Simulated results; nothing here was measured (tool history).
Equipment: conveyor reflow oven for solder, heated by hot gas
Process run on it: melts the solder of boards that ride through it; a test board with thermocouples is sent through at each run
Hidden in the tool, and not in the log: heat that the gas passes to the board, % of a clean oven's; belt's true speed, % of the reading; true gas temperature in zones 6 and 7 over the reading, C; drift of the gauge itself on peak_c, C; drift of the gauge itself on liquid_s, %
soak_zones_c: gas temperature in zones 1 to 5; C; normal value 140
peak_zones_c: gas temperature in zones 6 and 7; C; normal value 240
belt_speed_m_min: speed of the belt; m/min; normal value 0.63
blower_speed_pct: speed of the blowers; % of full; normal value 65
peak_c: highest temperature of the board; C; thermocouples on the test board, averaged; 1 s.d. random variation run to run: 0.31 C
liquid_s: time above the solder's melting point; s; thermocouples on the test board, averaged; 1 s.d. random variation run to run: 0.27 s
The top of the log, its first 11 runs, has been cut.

run,day,soak_zones_c,peak_zones_c,belt_speed_m_min,blower_speed_pct,hours of work since the flux was cleaned out,hours of work since the belt drive was overhauled,hours of work since the thermocouples were changed,peak_c,liquid_s
# day 15.575: flux residue cleaned out of gas plates and filters
12,15.712,140,240,0.63,67,1,779,476,221.5,52.8
13,16.667,140,240,0.63,65,12,789,486,220.7,52.4
14,18.362,140,240,0.674,65,31,808,505,217.9,47
15,20.425,140,240,0.674,65,53,830,527,218.1,46.9
16,22.108,129,245,0.674,70,72,849,546,221.3,46.4
17,24.012,129,245,0.674,70,92,870,567,221.2,46.3
18,25.388,129,245,0.674,70,107,885,582,221.8,46.4
19,26.667,129,245,0.674,70,121,899,596,222.1,45.8
20,28.475,140,242,0.63,66,141,918,615,222.7,53.4
21,30.192,140,236,0.753,65,160,937,634,210.4,36.3
22,31.975,140,236,0.753,71,180,957,654,212.6,38.2
23,33.829,152,240,0.648,65,200,977,674,222.3,55.4
# day 34.496: flux residue cleaned out of gas plates and filters
24,35.296,140,240,0.63,76,9,991,688,223.8,54.3
25,37.017,140,249,0.63,70,28,1010,707,229.9,57.4
26,38.817,139,240,0.635,65,47,1029,726,219.3,51.1
27,40.396,148,237,0.59,85,65,1047,744,226,62.3
28,41.783,126,240,0.674,65,80,1062,759,215.3,41.1
29,43.35,126,236,0.674,59,97,1079,776,209.6,36.5
30,44.358,140,247,0.63,65,108,1090,787,225.4,55.8

3 options for the next run, each taken on its own from the tool as it stands now. Forecast them:
A,46.029,140,252,0.63,65,126,1108,805,?,?
B,46.029,140,234,0.531,65,126,1108,805,?,?
C,46.029,140,244,0.63,65,126,1108,805,?,?

run,peak_c,liquid_s
A,230.4,57.6
B,220.7,63.2
C,223.9,54.3
Without the tool's unlogged condition, the same runs would have read:
run,peak_c,liquid_s
A,230.3,57.5
B,220.5,63.1
C,223.8,54.2

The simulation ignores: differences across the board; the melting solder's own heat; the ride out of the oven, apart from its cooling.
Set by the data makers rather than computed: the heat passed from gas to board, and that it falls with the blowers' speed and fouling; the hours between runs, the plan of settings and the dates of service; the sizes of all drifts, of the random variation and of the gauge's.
